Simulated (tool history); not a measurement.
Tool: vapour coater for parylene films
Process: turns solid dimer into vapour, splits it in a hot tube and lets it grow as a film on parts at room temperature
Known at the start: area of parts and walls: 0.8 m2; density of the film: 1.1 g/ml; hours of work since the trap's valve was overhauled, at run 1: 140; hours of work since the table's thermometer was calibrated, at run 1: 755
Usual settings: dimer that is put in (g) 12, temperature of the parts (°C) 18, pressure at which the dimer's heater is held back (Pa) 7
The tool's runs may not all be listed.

run    hour  dimer that is put in (g)  temperature of the parts (°C)  pressure at which the dimer's heater is held back (Pa)  hours of work since the trap's valve was overhauled  hours of work since the table's thermometer was calibrated  thickness of the film (um)
  1       0                        12                             18                                                       7                                                  140                                                         755                        9.25
  2      23                        12                             13                                                       7                                                  155                                                         769                       10.72
  3    59.1                        12                             18                                                       7                                                  178                                                         793                        9.33
  4   108.5                        12                             18                                                       7                                                  210                                                         824                        9.37
  5   142.1                        12                             18                                                       7                                                  231                                                         846                        9.13
  6   179.9                        12                             18                                                       7                                                  256                                                         870                        9.15
  7     229                        12                             18                                                       7                                                  287                                                         902                        8.95
  8   277.3                        12                             18                                                       7                                                  318                                                         933                         9.1
  9   298.9                        12                             18                                                       7                                                  332                                                         947                        8.91
        320  -- table's thermometer calibrated
 10   352.2                        12                             10                                                       7                                                  366                                                          21                       10.47
      384.2  -- trap's valve overhauled
 11   395.2                        12                             18                                                       7                                                    7                                                          46                        9.45
 12   442.4                        12                             18                                                       7                                                   37                                                          76                        9.49
 13   466.5                        12                             18                                                       7                                                   53                                                          92                        9.44
 14   508.6                        12                             18                                                    9.12                                                   80                                                         119                         9.1
 15   550.6                        12                             18                                                    9.12                                                  107                                                         146                        9.21
 16   574.5                        12                             18                                                       7                                                  123                                                         161                        9.29
 17   624.4                        12                             18                                                       7                                                  155                                                         193                        9.09
 18   654.3                        12                             15                                                       7                                                  174                                                         213                        9.74
 19   686.4                        13                             15                                                       7                                                  195                                                         233                       10.79
 20   726.1                        13                             15                                                       7                                                  220                                                         259                       10.69
 21     763                        13                             15                                                       7                                                  244                                                         283                       10.41
 22   788.3                        13                             15                                                       7                                                  260                                                         299                       10.35
 23   824.6                        13                             15                                                       7                                                  284                                                         322                       10.34
 24   852.9                        13                             15                                                       7                                                  302                                                         341                       10.27
 25   899.2                        12                             13                                                       7                                                  332                                                         370                       10.02
 26   930.1                        12                             13                                                       7                                                  352                                                         390                        9.92
 27   969.3                        12                             18                                                    9.64                                                  377                                                         416                        8.44
      982.7  -- trap's valve overhauled
 28  1012.8                        12                             18                                                    9.64                                                   19                                                         441                        9.35
 29  1059.4                        12                             18                                                    9.64                                                   49                                                         471                        9.25
 30    1093                        12                             19                                                   10.29                                                   71                                                         493                        8.86
 31  1124.1                        15                             14                                                    4.93                                                   91                                                         513                       13.25
 32  1155.2                        15                             14                                                    4.93                                                  111                                                         533                       13.14
 33  1203.5                        12                             29                                                    7.92                                                  142                                                         564                        7.06
 34  1249.3                        12                             29                                                    7.92                                                  172                                                         593                        6.89
 35  1300.5                        12                             18                                                    8.79                                                  205                                                         626                        9.03
 36  1329.8                        12                             18                                                    8.79                                                  224                                                         645                        8.92
 37  1351.4                        12                             14                                                       7                                                  238                                                         659                          10
 38  1385.5                        12                             14                                                    4.42                                                  260                                                         681                       10.27
 39    1431                        12                             14                                                    4.42                                                  289                                                         710                       10.22
 40  1465.8                        10                             15                                                    6.03                                                  311                                                         733                         7.9
 41  1507.4                        10                             15                                                    6.03                                                  338                                                         760                        7.88
 42  1537.5                        12                             18                                                   11.79                                                  357                                                         779                        8.46
 43    1570                        12                             12                                                   10.76                                                  378                                                         800                        9.82
     1582.1  -- trap's valve overhauled
 44  1605.9                        16                             22                                                    2.63                                                   15                                                         821                       12.18
 45  1648.1                        16                             23                                                    4.36                                                   42                                                         848                       11.43
 46    1695                         7                             12                                                    3.15                                                   73                                                         878                        6.77

Hidden state or all else? Some run-to-run changes of thickness of the film (um), split into what the settings, what came in and random variation would give without the hidden state, and what is left for the hidden state (with any gauge scatter that isn't in both results):
The hidden state here: vapour lost through the trap's worn valve, %; true temperature of the parts over the reading, C; drift of the gauge itself on film_um, %.
Run 10 -> 11: temperature of the parts (°C) 10 -> 18, trap's valve overhauled. thickness of the film (um) -1.02: hidden state +1.1, all else -2.12.
Run 27 -> 28: trap's valve overhauled. thickness of the film (um) +0.91: hidden state +0.89, all else +0.02.
Run 30 -> 31: dimer that is put in (g) 12 -> 15, temperature of the parts (°C) 19 -> 14, pressure at which the dimer's heater is held back (Pa) 10.29 -> 4.93. thickness of the film (um) +4.39: hidden state -0.17, all else +4.56.
Run 32 -> 33: dimer that is put in (g) 15 -> 12, temperature of the parts (°C) 14 -> 29, pressure at which the dimer's heater is held back (Pa) 4.93 -> 7.92. thickness of the film (um) -6.08: hidden state +0.15, all else -6.23.
Run 43 -> 44: dimer that is put in (g) 12 -> 16, temperature of the parts (°C) 12 -> 22, pressure at which the dimer's heater is held back (Pa) 10.76 -> 2.63, trap's valve overhauled. thickness of the film (um) +2.36: hidden state +1.18, all else +1.18.
Run 45 -> 46: dimer that is put in (g) 16 -> 7, temperature of the parts (°C) 23 -> 12, pressure at which the dimer's heater is held back (Pa) 4.36 -> 3.15. thickness of the film (um) -4.66: hidden state -0.04, all else -4.62.

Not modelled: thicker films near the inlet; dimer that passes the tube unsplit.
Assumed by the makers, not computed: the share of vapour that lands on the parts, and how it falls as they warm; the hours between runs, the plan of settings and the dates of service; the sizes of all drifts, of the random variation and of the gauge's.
